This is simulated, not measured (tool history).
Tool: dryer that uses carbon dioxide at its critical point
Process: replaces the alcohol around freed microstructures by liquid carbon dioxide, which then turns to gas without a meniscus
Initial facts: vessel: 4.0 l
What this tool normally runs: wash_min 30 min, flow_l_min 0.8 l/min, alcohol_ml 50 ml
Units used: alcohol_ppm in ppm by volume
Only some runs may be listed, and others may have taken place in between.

{"run": 1, "hour": 0.0, "wash_min": 30, "flow_l_min": 0.8, "alcohol_ml": 50, "alcohol_ppm": 241}
{"run": 2, "hour": 21.3, "wash_min": 30, "flow_l_min": 0.514, "alcohol_ml": 50, "alcohol_ppm": 1034}
{"run": 3, "hour": 36.7, "wash_min": 30, "flow_l_min": 0.514, "alcohol_ml": 50, "alcohol_ppm": 1061}
{"run": 4, "hour": 57.2, "wash_min": 30, "flow_l_min": 0.514, "alcohol_ml": 50, "alcohol_ppm": 1092}
{"run": 5, "hour": 88.0, "wash_min": 30, "flow_l_min": 0.8, "alcohol_ml": 50, "alcohol_ppm": 275}
{"run": 6, "hour": 103.7, "wash_min": 30, "flow_l_min": 0.8, "alcohol_ml": 85, "alcohol_ppm": 493}
{"hour": 106.8, "done": "inlet filter changed"}
{"run": 7, "hour": 133.2, "wash_min": 30, "flow_l_min": 0.8, "alcohol_ml": 50, "alcohol_ppm": 165}
{"run": 8, "hour": 154.5, "wash_min": 30, "flow_l_min": 0.8, "alcohol_ml": 50, "alcohol_ppm": 184}
{"run": 9, "hour": 173.7, "wash_min": 30, "flow_l_min": 0.8, "alcohol_ml": 27, "alcohol_ppm": 103}
{"run": 10, "hour": 187.6, "wash_min": 30, "flow_l_min": 0.8, "alcohol_ml": 27, "alcohol_ppm": 105}
{"run": 11, "hour": 220.6, "wash_min": 30, "flow_l_min": 0.8, "alcohol_ml": 27, "alcohol_ppm": 117}
{"run": 12, "hour": 236.6, "wash_min": 25, "flow_l_min": 0.8, "alcohol_ml": 27, "alcohol_ppm": 226}
{"run": 13, "hour": 251.8, "wash_min": 25, "flow_l_min": 0.8, "alcohol_ml": 27, "alcohol_ppm": 232}
{"run": 14, "hour": 279.8, "wash_min": 25, "flow_l_min": 0.8, "alcohol_ml": 27, "alcohol_ppm": 227}
{"run": 15, "hour": 306.4, "wash_min": 30, "flow_l_min": 0.8, "alcohol_ml": 50, "alcohol_ppm": 222}
{"run": 16, "hour": 339.4, "wash_min": 30, "flow_l_min": 1.061, "alcohol_ml": 50, "alcohol_ppm": 80}
{"run": 17, "hour": 356.7, "wash_min": 30, "flow_l_min": 1.061, "alcohol_ml": 50, "alcohol_ppm": 77}
{"run": 18, "hour": 381.7, "wash_min": 25, "flow_l_min": 0.8, "alcohol_ml": 50, "alcohol_ppm": 464}
{"run": 19, "hour": 400.5, "wash_min": 25, "flow_l_min": 0.8, "alcohol_ml": 50, "alcohol_ppm": 487}
{"run": 20, "hour": 423.1, "wash_min": 25, "flow_l_min": 0.8, "alcohol_ml": 50, "alcohol_ppm": 477}
{"run": 21, "hour": 444.1, "wash_min": 30, "flow_l_min": 0.782, "alcohol_ml": 50, "alcohol_ppm": 289}
{"run": 22, "hour": 462.7, "wash_min": 30, "flow_l_min": 0.782, "alcohol_ml": 50, "alcohol_ppm": 303}
{"run": 23, "hour": 482.7, "wash_min": 26, "flow_l_min": 1.313, "alcohol_ml": 74, "alcohol_ppm": 98}
{"hour": 514.9, "done": "inlet filter changed"}
{"run": 24, "hour": 518.0, "wash_min": 20, "flow_l_min": 0.571, "alcohol_ml": 71, "alcohol_ppm": 2260}
{"run": 25, "hour": 547.9, "wash_min": 34, "flow_l_min": 0.609, "alcohol_ml": 50, "alcohol_ppm": 327}
{"run": 26, "hour": 579.3, "wash_min": 30, "flow_l_min": 0.792, "alcohol_ml": 100, "alcohol_ppm": 383}
{"run": 27, "hour": 602.8, "wash_min": 21, "flow_l_min": 0.578, "alcohol_ml": 22, "alcohol_ppm": 694}
{"run": 28, "hour": 634.5, "wash_min": 21, "flow_l_min": 0.578, "alcohol_ml": 22, "alcohol_ppm": 700}
{"run": 29, "hour": 667.9, "wash_min": 21, "flow_l_min": 0.578, "alcohol_ml": 22, "alcohol_ppm": 706}
{"run": 30, "hour": 699.0, "wash_min": 21, "flow_l_min": 0.979, "alcohol_ml": 22, "alcohol_ppm": 187}
{"run": 31, "hour": 729.5, "wash_min": 21, "flow_l_min": 0.979, "alcohol_ml": 89, "alcohol_ppm": 700}
{"run": 32, "hour": 758.1, "wash_min": 21, "flow_l_min": 0.979, "alcohol_ml": 89, "alcohol_ppm": 699}
{"run": 33, "hour": 791.6, "wash_min": 30, "flow_l_min": 1.246, "alcohol_ml": 36, "alcohol_ppm": 56}
{"run": 34, "hour": 814.6, "wash_min": 30, "flow_l_min": 1.246, "alcohol_ml": 36, "alcohol_ppm": 57}
{"run": 35, "hour": 831.4, "wash_min": 30, "flow_l_min": 0.546, "alcohol_ml": 50, "alcohol_ppm": 938}
{"run": 36, "hour": 861.5, "wash_min": 40, "flow_l_min": 1.137, "alcohol_ml": 32, "alcohol_ppm": 40}

Measured result minus the same run's result without the hidden state. Both carry the same run-to-run variation, though not necessarily the same gauge scatter:
Hidden state at play: flow that reaches the vessel past the clogged filter, %; alcohol in the recycled carbon dioxide, ppm; drift of the gauge itself on alcohol_ppm, %.
run=1 alcohol_ppm=+91
run=2 alcohol_ppm=+280
run=3 alcohol_ppm=+293
run=4 alcohol_ppm=+314
run=5 alcohol_ppm=+125
run=6 alcohol_ppm=+222
run=7 alcohol_ppm=+17
run=8 alcohol_ppm=+25
run=9 alcohol_ppm=+20
run=10 alcohol_ppm=+23
run=11 alcohol_ppm=+29
run=12 alcohol_ppm=+43
run=13 alcohol_ppm=+47
run=14 alcohol_ppm=+56
run=15 alcohol_ppm=+67
run=16 alcohol_ppm=+37
run=17 alcohol_ppm=+40
run=18 alcohol_ppm=+143
run=19 alcohol_ppm=+154
run=20 alcohol_ppm=+164
run=21 alcohol_ppm=+124
run=22 alcohol_ppm=+131
run=23 alcohol_ppm=+59
run=24 alcohol_ppm=+37
run=25 alcohol_ppm=+40
run=26 alcohol_ppm=+60
run=27 alcohol_ppm=+70
run=28 alcohol_ppm=+84
run=29 alcohol_ppm=+101
run=30 alcohol_ppm=+64
run=31 alcohol_ppm=+185
run=32 alcohol_ppm=+200
run=33 alcohol_ppm=+42
run=34 alcohol_ppm=+46
run=35 alcohol_ppm=+267
run=36 alcohol_ppm=+40

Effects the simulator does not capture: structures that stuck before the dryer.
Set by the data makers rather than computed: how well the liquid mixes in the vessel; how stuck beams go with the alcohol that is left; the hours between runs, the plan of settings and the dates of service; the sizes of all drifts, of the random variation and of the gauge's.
